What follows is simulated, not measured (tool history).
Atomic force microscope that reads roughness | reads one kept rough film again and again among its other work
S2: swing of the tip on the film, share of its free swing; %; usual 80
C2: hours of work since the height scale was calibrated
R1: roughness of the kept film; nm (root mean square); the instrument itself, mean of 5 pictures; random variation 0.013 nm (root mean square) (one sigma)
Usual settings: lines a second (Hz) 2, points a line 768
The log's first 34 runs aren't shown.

run 35 hour=1448.4 | lines_a_second_(Hz)=1.74 S2=83 points_a_line=460 | pictures_with_this_tip=213 C2=1683 | R1=2.155
run 36 hour=1479.4 | lines_a_second_(Hz)=1.74 S2=83 points_a_line=460 | pictures_with_this_tip=261 C2=1699 | R1=2.032
-- hour=1500.5 new tip fitted
run 37 hour=1526.2 | lines_a_second_(Hz)=2 S2=60 points_a_line=768 | pictures_with_this_tip=40 C2=1722 | R1=3.083
run 38 hour=1577.6 | lines_a_second_(Hz)=2 S2=60 points_a_line=768 | pictures_with_this_tip=120 C2=1748 | R1=2.675
run 39 hour=1627.4 | lines_a_second_(Hz)=3.46 S2=80 points_a_line=453 | pictures_with_this_tip=198 C2=1773 | R1=2.138
run 40 hour=1651.5 | lines_a_second_(Hz)=3.46 S2=80 points_a_line=453 | pictures_with_this_tip=235 C2=1785 | R1=2.019
-- hour=1688.5 new tip fitted
run 41 hour=1703.4 | lines_a_second_(Hz)=3.46 S2=80 points_a_line=453 | pictures_with_this_tip=23 C2=1811 | R1=2.873
run 42 hour=1749.5 | lines_a_second_(Hz)=0.65 S2=83 points_a_line=768 | pictures_with_this_tip=95 C2=1834 | R1=2.784
run 43 hour=1802.9 | lines_a_second_(Hz)=1.14 S2=86 points_a_line=917 | pictures_with_this_tip=178 C2=1861 | R1=2.353
run 44 hour=1858.4 | lines_a_second_(Hz)=2 S2=72 points_a_line=818 | pictures_with_this_tip=265 C2=1889 | R1=2.096
-- hour=1875.6 new tip fitted
run 45 hour=1907.9 | lines_a_second_(Hz)=1.91 S2=84 points_a_line=925 | pictures_with_this_tip=50 C2=1914 | R1=2.84
run 46 hour=1961.4 | lines_a_second_(Hz)=1.91 S2=84 points_a_line=925 | pictures_with_this_tip=133 C2=1941 | R1=2.452
run 47 hour=1996 | lines_a_second_(Hz)=1.91 S2=60 points_a_line=925 | pictures_with_this_tip=187 C2=1958 | R1=2.413
run 48 hour=2034.6 | lines_a_second_(Hz)=1.91 S2=60 points_a_line=925 | pictures_with_this_tip=248 C2=1978 | R1=2.213
-- hour=2064.5 new tip fitted
run 49 hour=2078.5 | lines_a_second_(Hz)=2 S2=72 points_a_line=768 | pictures_with_this_tip=22 C2=2000 | R1=3.116
run 50 hour=2115.9 | lines_a_second_(Hz)=2 S2=87 points_a_line=768 | pictures_with_this_tip=80 C2=2018 | R1=2.642
run 51 hour=2154.7 | lines_a_second_(Hz)=2 S2=87 points_a_line=768 | pictures_with_this_tip=141 C2=2038 | R1=2.382
run 52 hour=2210 | lines_a_second_(Hz)=2 S2=87 points_a_line=768 | pictures_with_this_tip=227 C2=2066 | R1=2.094

Forecast each of these 4 alternatives for the next run:
-- hour=2250.2 new tip fitted
run A hour=2251.3 | lines_a_second_(Hz)=1.23 S2=80 points_a_line=426 | pictures_with_this_tip=2 C2=2086 | R1=?
-- hour=2250.2 new tip fitted
run B hour=2251.3 | lines_a_second_(Hz)=2 S2=83 points_a_line=768 | pictures_with_this_tip=2 C2=2086 | R1=?
-- hour=2250.2 new tip fitted
run C hour=2251.3 | lines_a_second_(Hz)=0.9 S2=87 points_a_line=768 | pictures_with_this_tip=2 C2=2086 | R1=?
-- hour=2250.2 new tip fitted
run D hour=2251.3 | lines_a_second_(Hz)=0.52 S2=87 points_a_line=890 | pictures_with_this_tip=2 C2=2086 | R1=?

run=A R1=3.246
run=B R1=3.098
run=C R1=3.228
run=D R1=3.287
Without the tool's hidden state the same runs would have given:
run=A R1=3.266
run=B R1=3.117
run=C R1=3.247
run=D R1=3.307
